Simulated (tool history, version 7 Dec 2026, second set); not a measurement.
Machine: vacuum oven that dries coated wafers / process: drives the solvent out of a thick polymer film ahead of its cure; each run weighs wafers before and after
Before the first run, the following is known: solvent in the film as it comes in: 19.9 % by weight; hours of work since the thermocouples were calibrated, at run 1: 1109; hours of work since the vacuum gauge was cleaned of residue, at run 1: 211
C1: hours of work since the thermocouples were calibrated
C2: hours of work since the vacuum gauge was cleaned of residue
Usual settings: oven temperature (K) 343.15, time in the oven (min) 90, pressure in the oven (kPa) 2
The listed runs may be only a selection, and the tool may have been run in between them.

{"run": 1, "day": 0.0, "oven temperature (K)": 343.15, "time in the oven (min)": 90, "pressure in the oven (kPa)": 2, "C1": 1109, "C2": 211, "solvent left in the film (%)": 1.93}
{"day": 2.267, "done": "oven's thermocouples calibrated"}
{"run": 2, "day": 2.633, "oven temperature (K)": 343.15, "time in the oven (min)": 90, "pressure in the oven (kPa)": 2, "C1": 4, "C2": 237, "solvent left in the film (%)": 1.96}
{"run": 3, "day": 5.433, "oven temperature (K)": 343.15, "time in the oven (min)": 90, "pressure in the oven (kPa)": 2, "C1": 32, "C2": 266, "solvent left in the film (%)": 1.93}
{"run": 4, "day": 9.608, "oven temperature (K)": 343.15, "time in the oven (min)": 90, "pressure in the oven (kPa)": 3.54, "C1": 75, "C2": 308, "solvent left in the film (%)": 2.37}
{"run": 5, "day": 12.417, "oven temperature (K)": 343.15, "time in the oven (min)": 90, "pressure in the oven (kPa)": 3.54, "C1": 103, "C2": 337, "solvent left in the film (%)": 2.34}
{"run": 6, "day": 15.338, "oven temperature (K)": 343.15, "time in the oven (min)": 90, "pressure in the oven (kPa)": 3.54, "C1": 133, "C2": 367, "solvent left in the film (%)": 2.31}
{"run": 7, "day": 18.396, "oven temperature (K)": 355.15, "time in the oven (min)": 90, "pressure in the oven (kPa)": 3.54, "C1": 164, "C2": 398, "solvent left in the film (%)": 0.6}
{"run": 8, "day": 22.1, "oven temperature (K)": 343.15, "time in the oven (min)": 134, "pressure in the oven (kPa)": 2.06, "C1": 202, "C2": 436, "solvent left in the film (%)": 0.97}
{"run": 9, "day": 25.104, "oven temperature (K)": 343.15, "time in the oven (min)": 134, "pressure in the oven (kPa)": 2.06, "C1": 233, "C2": 466, "solvent left in the film (%)": 0.98}
{"run": 10, "day": 28.379, "oven temperature (K)": 337.15, "time in the oven (min)": 90, "pressure in the oven (kPa)": 2, "C1": 266, "C2": 500, "solvent left in the film (%)": 3.93}
{"run": 11, "day": 31.446, "oven temperature (K)": 343.15, "time in the oven (min)": 132, "pressure in the oven (kPa)": 2, "C1": 297, "C2": 531, "solvent left in the film (%)": 0.98}

What differs in the tool's unlogged condition from the final listed run ahead of each entry between runs to the first listed run following it?
Logged between run 1 and run 2: oven's thermocouples calibrated (day 2.267)
  true wafer temperature over the reading, C: -0.03 -> 0.01
